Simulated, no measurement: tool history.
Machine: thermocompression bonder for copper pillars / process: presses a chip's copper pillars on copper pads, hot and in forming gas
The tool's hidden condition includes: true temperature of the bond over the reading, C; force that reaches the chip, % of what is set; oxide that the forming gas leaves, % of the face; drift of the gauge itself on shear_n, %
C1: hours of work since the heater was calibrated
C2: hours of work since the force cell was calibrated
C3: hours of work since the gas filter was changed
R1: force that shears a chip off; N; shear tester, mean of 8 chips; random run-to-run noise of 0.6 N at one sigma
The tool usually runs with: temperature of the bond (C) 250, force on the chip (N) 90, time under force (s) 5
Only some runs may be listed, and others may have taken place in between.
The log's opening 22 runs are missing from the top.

{"hour": 838.9, "done": "forming gas filter changed"}
{"run": 23, "hour": 855.3, "temperature of the bond (C)": 246, "force on the chip (N)": 118, "time under force (s)": 7, "C1": 287, "C2": 1371, "C3": 13, "R1": 59.4}
{"run": 24, "hour": 905.4, "temperature of the bond (C)": 246, "force on the chip (N)": 118, "time under force (s)": 7, "C1": 327, "C2": 1411, "C3": 53, "R1": 58.8}
{"run": 25, "hour": 935.6, "temperature of the bond (C)": 266, "force on the chip (N)": 124, "time under force (s)": 5, "C1": 351, "C2": 1435, "C3": 77, "R1": 69.2}
{"hour": 982.1, "done": "forming gas filter changed"}
{"run": 26, "hour": 994.0, "temperature of the bond (C)": 274, "force on the chip (N)": 58, "time under force (s)": 3, "C1": 397, "C2": 1481, "C3": 10, "R1": 42.6}
{"run": 27, "hour": 1043.7, "temperature of the bond (C)": 250, "force on the chip (N)": 90, "time under force (s)": 14, "C1": 437, "C2": 1521, "C3": 49, "R1": 66.5}
{"run": 28, "hour": 1067.1, "temperature of the bond (C)": 250, "force on the chip (N)": 111, "time under force (s)": 5, "C1": 455, "C2": 1539, "C3": 68, "R1": 52.9}
{"run": 29, "hour": 1103.6, "temperature of the bond (C)": 250, "force on the chip (N)": 91, "time under force (s)": 5, "C1": 484, "C2": 1569, "C3": 97, "R1": 47.5}
{"hour": 1127.8, "done": "force cell calibrated"}
{"hour": 1128.3, "done": "forming gas filter changed"}
{"run": 30, "hour": 1149.5, "temperature of the bond (C)": 250, "force on the chip (N)": 91, "time under force (s)": 5, "C1": 519, "C2": 17, "C3": 17, "R1": 47.6}
{"run": 31, "hour": 1186.7, "temperature of the bond (C)": 250, "force on the chip (N)": 94, "time under force (s)": 3, "C1": 549, "C2": 47, "C3": 47, "R1": 40.3}
{"run": 32, "hour": 1230.3, "temperature of the bond (C)": 249, "force on the chip (N)": 117, "time under force (s)": 7, "C1": 584, "C2": 81, "C3": 81, "R1": 60.6}
{"run": 33, "hour": 1261.1, "temperature of the bond (C)": 222, "force on the chip (N)": 90, "time under force (s)": 8, "C1": 608, "C2": 106, "C3": 106, "R1": 36.4}
{"hour": 1273.4, "done": "forming gas filter changed"}
{"run": 34, "hour": 1318.5, "temperature of the bond (C)": 240, "force on the chip (N)": 55, "time under force (s)": 8, "C1": 654, "C2": 151, "C3": 36, "R1": 37.5}
{"run": 35, "hour": 1345.7, "temperature of the bond (C)": 238, "force on the chip (N)": 129, "time under force (s)": 4, "C1": 675, "C2": 173, "C3": 58, "R1": 46.4}

Here are 3 independent what-if runs from the current tool condition. What would each one return?
{"run": "A", "hour": 1391.3, "temperature of the bond (C)": 238, "force on the chip (N)": 112, "time under force (s)": 4, "C1": 712, "C2": 209, "C3": 94, "R1": "?"}
{"run": "B", "hour": 1391.3, "temperature of the bond (C)": 275, "force on the chip (N)": 129, "time under force (s)": 4, "C1": 712, "C2": 209, "C3": 94, "R1": "?"}
{"run": "C", "hour": 1391.3, "temperature of the bond (C)": 246, "force on the chip (N)": 56, "time under force (s)": 4, "C1": 712, "C2": 209, "C3": 94, "R1": "?"}

run=A R1=40.8
run=B R1=71.8
run=C R1=30.0
Without the tool's unlogged condition, the same runs would have read:
run=A R1=40.9
run=B R1=72.1
run=C R1=30.0

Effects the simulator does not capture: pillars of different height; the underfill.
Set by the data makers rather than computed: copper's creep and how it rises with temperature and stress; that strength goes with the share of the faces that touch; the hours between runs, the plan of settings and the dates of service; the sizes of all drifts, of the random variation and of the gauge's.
